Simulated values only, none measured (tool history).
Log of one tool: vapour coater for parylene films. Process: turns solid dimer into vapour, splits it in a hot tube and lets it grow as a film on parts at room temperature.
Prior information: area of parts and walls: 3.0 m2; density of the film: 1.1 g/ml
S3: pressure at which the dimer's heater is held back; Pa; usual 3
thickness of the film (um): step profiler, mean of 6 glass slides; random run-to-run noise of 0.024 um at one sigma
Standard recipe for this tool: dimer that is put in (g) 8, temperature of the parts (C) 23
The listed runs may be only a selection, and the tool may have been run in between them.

Run 1, day 0: usual settings. Result: thickness of the film (um) 1.41.
Run 2, day 1.496: usual settings. Result: thickness of the film (um) 1.41.
Run 3, day 3.125: usual settings but dimer that is put in (g) 13. Result: thickness of the film (um) 2.22.
Run 4, day 4.875: usual settings but dimer that is put in (g) 13. Result: thickness of the film (um) 2.21.
Run 5, day 6: usual settings. Result: thickness of the film (um) 1.32.
At day 7.692: trap's valve overhauled.
Run 6, day 7.825: usual settings. Result: thickness of the film (um) 1.5.
Run 7, day 9.067: usual settings. Result: thickness of the film (um) 1.48.
Run 8, day 10.933: usual settings. Result: thickness of the film (um) 1.46.
Run 9, day 11.975: usual settings. Result: thickness of the film (um) 1.44.
Run 10, day 13.992: usual settings. Result: thickness of the film (um) 1.39.
Run 11, day 15.95: usual settings but S3 10.88 Pa. Result: thickness of the film (um) 1.02.
Run 12, day 16.867: usual settings but S3 10.88 Pa. Result: thickness of the film (um) 1.01.
Run 13, day 18.017: usual settings but dimer that is put in (g) 3, S3 10.88 Pa. Result: thickness of the film (um) 0.36.
Run 14, day 19.146: usual settings but dimer that is put in (g) 3, S3 10.88 Pa. Result: thickness of the film (um) 0.37.
Run 15, day 21.188: usual settings but temperature of the parts (C) 20. Result: thickness of the film (um) 1.5.
Run 16, day 22.188: usual settings but temperature of the parts (C) 20. Result: thickness of the film (um) 1.5.
At day 22.671: trap's valve overhauled.
Run 17, day 23.367: usual settings but temperature of the parts (C) 20. Result: thickness of the film (um) 1.67.
Run 18, day 24.979: usual settings but temperature of the parts (C) 20. Result: thickness of the film (um) 1.65.
At day 25.662: table's thermometer calibrated.
Run 19, day 26.512: usual settings but temperature of the parts (C) 20. Result: thickness of the film (um) 1.74.
Run 20, day 28.254: usual settings but temperature of the parts (C) 20. Result: thickness of the film (um) 1.69.
Run 21, day 30.071: usual settings but temperature of the parts (C) 20. Result: thickness of the film (um) 1.67.
Run 22, day 31.988: usual settings. Result: thickness of the film (um) 1.44.
Run 23, day 33.479: usual settings. Result: thickness of the film (um) 1.43.
Run 24, day 34.696: usual settings but S3 4.15 Pa. Result: thickness of the film (um) 1.29.
Run 25, day 35.938: usual settings but dimer that is put in (g) 9, temperature of the parts (C) 20, S3 5.79 Pa. Result: thickness of the film (um) 1.5.
Run 26, day 37.346: usual settings but dimer that is put in (g) 4, temperature of the parts (C) 20, S3 5.79 Pa. Result: thickness of the film (um) 0.68.
At day 37.688: trap's valve overhauled.
Run 27, day 38.967: usual settings but dimer that is put in (g) 4, temperature of the parts (C) 20, S3 5.79 Pa. Result: thickness of the film (um) 0.76.
Run 28, day 40.55: usual settings but temperature of the parts (C) 29, S3 2.68 Pa. Result: thickness of the film (um) 1.21.
Run 29, day 42.067: usual settings but temperature of the parts (C) 19, S3 9.34 Pa. Result: thickness of the film (um) 1.37.
Run 30, day 42.933: usual settings but dimer that is put in (g) 12, temperature of the parts (C) 19, S3 2.12 Pa. Result: thickness of the film (um) 2.94.
Run 31, day 44.233: usual settings but dimer that is put in (g) 11, temperature of the parts (C) 33, S3 6.62 Pa. Result: thickness of the film (um) 1.11.

Estimate the outcome of run 32 from the log above:
Run 32, day 46.262: usual settings but dimer that is put in (g) 11, temperature of the parts (C) 33, S3 6.62 Pa. Result: thickness of the film (um) ?.

{"run 32": {"thickness of the film (um)": 1.04}}
Had the tool carried no hidden state, the very same run would have given thickness of the film (um) 1.17.

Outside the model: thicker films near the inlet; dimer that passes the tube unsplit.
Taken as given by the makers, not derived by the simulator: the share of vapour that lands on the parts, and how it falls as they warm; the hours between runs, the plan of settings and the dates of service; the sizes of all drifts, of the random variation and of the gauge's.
